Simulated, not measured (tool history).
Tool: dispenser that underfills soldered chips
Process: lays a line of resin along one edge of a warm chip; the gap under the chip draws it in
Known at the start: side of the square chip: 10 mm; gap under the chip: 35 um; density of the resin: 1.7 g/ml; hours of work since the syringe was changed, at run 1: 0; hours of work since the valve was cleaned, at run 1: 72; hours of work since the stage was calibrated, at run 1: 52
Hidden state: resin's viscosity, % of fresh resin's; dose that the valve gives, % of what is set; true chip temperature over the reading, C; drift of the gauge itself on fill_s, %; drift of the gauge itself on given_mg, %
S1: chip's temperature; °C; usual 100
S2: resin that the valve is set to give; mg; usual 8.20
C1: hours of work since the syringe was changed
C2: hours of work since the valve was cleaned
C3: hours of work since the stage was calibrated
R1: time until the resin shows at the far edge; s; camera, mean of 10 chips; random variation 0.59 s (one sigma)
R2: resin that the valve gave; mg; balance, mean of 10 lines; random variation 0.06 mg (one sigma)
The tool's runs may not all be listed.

run	hour	S1	S2	C1	C2	C3	R1	R2
1	0.0	100	8.20	0	72	52	53.6	7.81
2	5.1	100	8.20	3	75	55	68.2	7.69
3	8.7	100	8.69	5	77	57	78.2	8.06
# hour 10.2: new syringe of resin
# hour 12.5: dispensing valve cleaned and set on the balance
4	12.8	100	8.69	1	0	59	55.0	8.71
5	19.4	100	8.69	5	4	63	72.3	8.57
# hour 21.5: new syringe of resin
6	22.4	100	7.75	1	6	65	55.6	7.65
7	25.7	100	7.75	3	8	67	64.4	7.70
# hour 31.6: new syringe of resin
8	32.2	100	7.75	0	12	70	53.6	7.74
9	36.2	100	7.75	3	14	73	65.1	7.66
# hour 41.8: new syringe of resin
10	42.3	100	7.75	0	18	76	55.0	7.66
11	48.4	100	7.75	4	21	80	71.6	7.63
12	51.4	100	7.96	6	23	82	79.9	7.83
# hour 52.3: new syringe of resin
13	55.4	100	7.96	2	25	84	59.7	7.85
14	59.5	100	7.96	4	28	87	71.3	7.85
# hour 62.5: new syringe of resin
15	65.5	100	8.20	2	31	90	60.8	7.94
16	69.3	91	8.20	4	34	92	98.3	8.05
# hour 72.7: new syringe of resin
17	75.4	91	8.20	2	37	96	82.8	7.88
18	78.1	92	10.53	3	39	98	85.1	10.18
# hour 83.0: new syringe of resin
19	83.8	113	8.39	1	42	101	35.2	8.01
20	87.2	113	8.39	3	44	103	40.0	8.13
# hour 93.5: new syringe of resin
21	93.9	113	7.72	0	48	107	35.4	7.32
22	100.5	100	8.43	4	52	111	72.9	7.95
# hour 103.5: new syringe of resin
23	107.3	98	9.49	2	56	115	64.5	9.08
24	113.0	95	8.43	6	60	118	95.0	8.08
# hour 113.7: new syringe of resin
25	118.0	91	9.79	3	62	121	83.9	9.27
26	121.9	91	9.79	5	65	124	100.5	9.24
# hour 123.8: new syringe of resin
27	128.6	85	9.95	3	69	127	110.6	9.48
# hour 134.1: new syringe of resin
28	135.2	114	7.34	1	73	131	36.6	6.81
29	139.4	114	7.34	3	75	134	43.7	6.96
# hour 144.1: new syringe of resin
# hour 146.5: dispensing valve cleaned and set on the balance
30	147.0	106	8.79	1	0	138	45.8	8.71
31	153.4	106	8.79	5	4	142	61.5	8.79

5 ways to go on from here, each from the tool as it stands after run 31. What would each give?
# hour 155.3: new syringe of resin
A	157.5	100	10.37	1	7	144	?	?
# hour 155.3: new syringe of resin
B	157.5	103	10.11	1	7	144	?	?
# hour 155.3: new syringe of resin
C	157.5	106	9.08	1	7	144	?	?
# hour 155.3: new syringe of resin
D	157.5	106	9.36	1	7	144	?	?
# hour 155.3: new syringe of resin
E	157.5	96	9.85	1	7	144	?	?

run	R1	R2
A	56.4	10.38
B	50.6	9.97
C	47.0	9.09
D	46.4	9.30
E	63.8	9.75
Without the tool's hidden state the same runs would have given:
run	R1	R2
A	49.6	10.45
B	44.4	10.04
C	41.4	9.15
D	40.8	9.36
E	56.0	9.81

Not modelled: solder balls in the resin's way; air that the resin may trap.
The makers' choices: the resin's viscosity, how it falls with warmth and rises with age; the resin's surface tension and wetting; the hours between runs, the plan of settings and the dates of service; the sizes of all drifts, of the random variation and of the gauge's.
